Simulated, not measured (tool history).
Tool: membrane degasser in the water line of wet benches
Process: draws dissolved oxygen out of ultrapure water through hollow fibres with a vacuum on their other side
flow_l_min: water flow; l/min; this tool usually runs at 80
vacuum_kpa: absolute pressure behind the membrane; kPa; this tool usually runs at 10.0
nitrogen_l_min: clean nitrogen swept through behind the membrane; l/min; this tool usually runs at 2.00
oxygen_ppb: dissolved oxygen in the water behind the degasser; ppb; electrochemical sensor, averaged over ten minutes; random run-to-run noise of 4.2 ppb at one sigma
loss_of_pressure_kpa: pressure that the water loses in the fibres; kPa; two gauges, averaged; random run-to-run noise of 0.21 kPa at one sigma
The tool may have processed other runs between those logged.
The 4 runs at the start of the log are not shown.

{"run": 5, "hour": 466.8, "flow_l_min": 80, "vacuum_kpa": 10.0, "nitrogen_l_min": 0.91, "oxygen_ppb": 1174.7, "loss_of_pressure_kpa": 50.05}
{"run": 6, "hour": 598.3, "flow_l_min": 80, "vacuum_kpa": 10.0, "nitrogen_l_min": 2.0, "oxygen_ppb": 808.4, "loss_of_pressure_kpa": 49.89}
{"hour": 706.8, "done": "vacuum gauge calibrated, once more"}
{"run": 7, "hour": 706.8, "flow_l_min": 80, "vacuum_kpa": 10.0, "nitrogen_l_min": 2.0, "oxygen_ppb": 807.9, "loss_of_pressure_kpa": 50.18}
{"hour": 816.9, "done": "seals of the vacuum lines changed"}
{"run": 8, "hour": 866.9, "flow_l_min": 80, "vacuum_kpa": 10.0, "nitrogen_l_min": 2.0, "oxygen_ppb": 802.7, "loss_of_pressure_kpa": 49.97}
{"run": 9, "hour": 1011.2, "flow_l_min": 80, "vacuum_kpa": 10.0, "nitrogen_l_min": 2.0, "oxygen_ppb": 803.2, "loss_of_pressure_kpa": 50.18}
{"run": 10, "hour": 1098.9, "flow_l_min": 80, "vacuum_kpa": 10.0, "nitrogen_l_min": 2.0, "oxygen_ppb": 801.4, "loss_of_pressure_kpa": 49.99}
{"run": 11, "hour": 1205.9, "flow_l_min": 80, "vacuum_kpa": 10.0, "nitrogen_l_min": 2.0, "oxygen_ppb": 803.7, "loss_of_pressure_kpa": 50.37}
{"run": 12, "hour": 1325.9, "flow_l_min": 80, "vacuum_kpa": 10.0, "nitrogen_l_min": 2.0, "oxygen_ppb": 799.1, "loss_of_pressure_kpa": 50.36}
{"run": 13, "hour": 1452.5, "flow_l_min": 57, "vacuum_kpa": 10.0, "nitrogen_l_min": 2.0, "oxygen_ppb": 543.4, "loss_of_pressure_kpa": 35.87}
{"run": 14, "hour": 1539.5, "flow_l_min": 57, "vacuum_kpa": 10.0, "nitrogen_l_min": 2.0, "oxygen_ppb": 540.6, "loss_of_pressure_kpa": 35.93}
{"run": 15, "hour": 1637.7, "flow_l_min": 80, "vacuum_kpa": 10.0, "nitrogen_l_min": 0.89, "oxygen_ppb": 1178.9, "loss_of_pressure_kpa": 50.95}
{"run": 16, "hour": 1729.0, "flow_l_min": 52, "vacuum_kpa": 10.0, "nitrogen_l_min": 2.0, "oxygen_ppb": 486.7, "loss_of_pressure_kpa": 32.79}
{"run": 17, "hour": 1836.1, "flow_l_min": 52, "vacuum_kpa": 10.0, "nitrogen_l_min": 2.0, "oxygen_ppb": 488.0, "loss_of_pressure_kpa": 32.8}
{"run": 18, "hour": 1914.2, "flow_l_min": 107, "vacuum_kpa": 23.6, "nitrogen_l_min": 2.0, "oxygen_ppb": 2063.3, "loss_of_pressure_kpa": 67.05}
{"run": 19, "hour": 2031.0, "flow_l_min": 80, "vacuum_kpa": 12.6, "nitrogen_l_min": 2.0, "oxygen_ppb": 976.5, "loss_of_pressure_kpa": 50.46}
{"run": 20, "hour": 2155.6, "flow_l_min": 80, "vacuum_kpa": 12.6, "nitrogen_l_min": 2.0, "oxygen_ppb": 987.5, "loss_of_pressure_kpa": 51.08}
{"run": 21, "hour": 2313.5, "flow_l_min": 80, "vacuum_kpa": 12.6, "nitrogen_l_min": 2.0, "oxygen_ppb": 983.7, "loss_of_pressure_kpa": 50.87}
{"run": 22, "hour": 2400.8, "flow_l_min": 77, "vacuum_kpa": 21.7, "nitrogen_l_min": 2.0, "oxygen_ppb": 1488.4, "loss_of_pressure_kpa": 49.13}
{"run": 23, "hour": 2498.1, "flow_l_min": 77, "vacuum_kpa": 21.7, "nitrogen_l_min": 2.0, "oxygen_ppb": 1485.1, "loss_of_pressure_kpa": 49.1}
{"run": 24, "hour": 2576.6, "flow_l_min": 77, "vacuum_kpa": 21.7, "nitrogen_l_min": 0.99, "oxygen_ppb": 2172.1, "loss_of_pressure_kpa": 49.18}

Run 25 has not been measured yet. What should we expect?
{"run": 25, "hour": 2715.5, "flow_l_min": 77, "vacuum_kpa": 21.7, "nitrogen_l_min": 0.99, "oxygen_ppb": "?", "loss_of_pressure_kpa": "?"}

oxygen_ppb: 2192.0 ppb
loss_of_pressure_kpa: 48.79 kPa
Had the tool carried no hidden state, the very same run would have given oxygen_ppb 2150.4 ppb, loss_of_pressure_kpa 45.80 kPa.
